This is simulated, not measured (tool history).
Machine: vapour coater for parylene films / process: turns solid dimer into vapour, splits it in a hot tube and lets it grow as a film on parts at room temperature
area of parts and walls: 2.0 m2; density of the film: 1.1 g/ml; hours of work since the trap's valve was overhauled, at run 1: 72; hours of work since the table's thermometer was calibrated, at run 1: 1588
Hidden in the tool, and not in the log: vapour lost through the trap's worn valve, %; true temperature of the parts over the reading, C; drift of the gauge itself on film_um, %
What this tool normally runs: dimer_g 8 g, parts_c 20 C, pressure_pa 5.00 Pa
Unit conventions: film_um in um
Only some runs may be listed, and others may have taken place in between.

run     day  dimer_g  parts_c  pressure_pa  hours of work since the trap's valve was overhauled  hours of work since the table's thermometer was calibrated  film_um
  1   0.000        8       20         5.00                                                   72                                                        1588     2.45
  2   2.704        8       20         5.00                                                  125                                                        1640     2.40
  3   4.879        8       20         5.00                                                  167                                                        1682     2.31
  4   6.983        8       20         5.00                                                  208                                                        1723     2.23
  5   8.400        8       20         5.00                                                  235                                                        1750     2.23
  6   9.700        8       20         5.00                                                  260                                                        1776     2.15
     11.538  -- trap's valve overhauled
  7  12.542        8       20         2.10                                                   19                                                        1827     2.07
  8  15.404        8       17         2.88                                                   75                                                        1883     2.17
  9  17.846        8       29         2.54                                                  122                                                        1930     1.54
 10  20.396        7       20         2.28                                                  172                                                        1980     1.61
     22.267  -- trap's valve overhauled, once more
 11  23.112        7       20         2.28                                                   16                                                        2029     2.33
     24.217  -- table's thermometer calibrated
 12  24.521       14       24         2.87                                                   43                                                           6     4.14
 13  26.129        7       20         5.00                                                   74                                                          37     2.15
 14  27.933        3       20        11.86                                                  109                                                          72     0.87

What if the next run were any one of these 5? Each begins from the tool's condition after run 14:
  A  29.975        3       20         5.00                                                  149                                                         112        ?
  B  29.975        6       13         2.78                                                  149                                                         112        ?
  C  29.975        8       14         6.73                                                  149                                                         112        ?
  D  29.975        5       14        11.86                                                  149                                                         112        ?
  E  29.975        8       20         2.78                                                  149                                                         112        ?

run  film_um
  A     0.91
  B     2.21
  C     2.69
  D     1.64
  E     2.46
Without the tool's unlogged condition, the same runs would have read:
run  film_um
  A     0.98
  B     2.38
  C     2.91
  D     1.76
  E     2.65
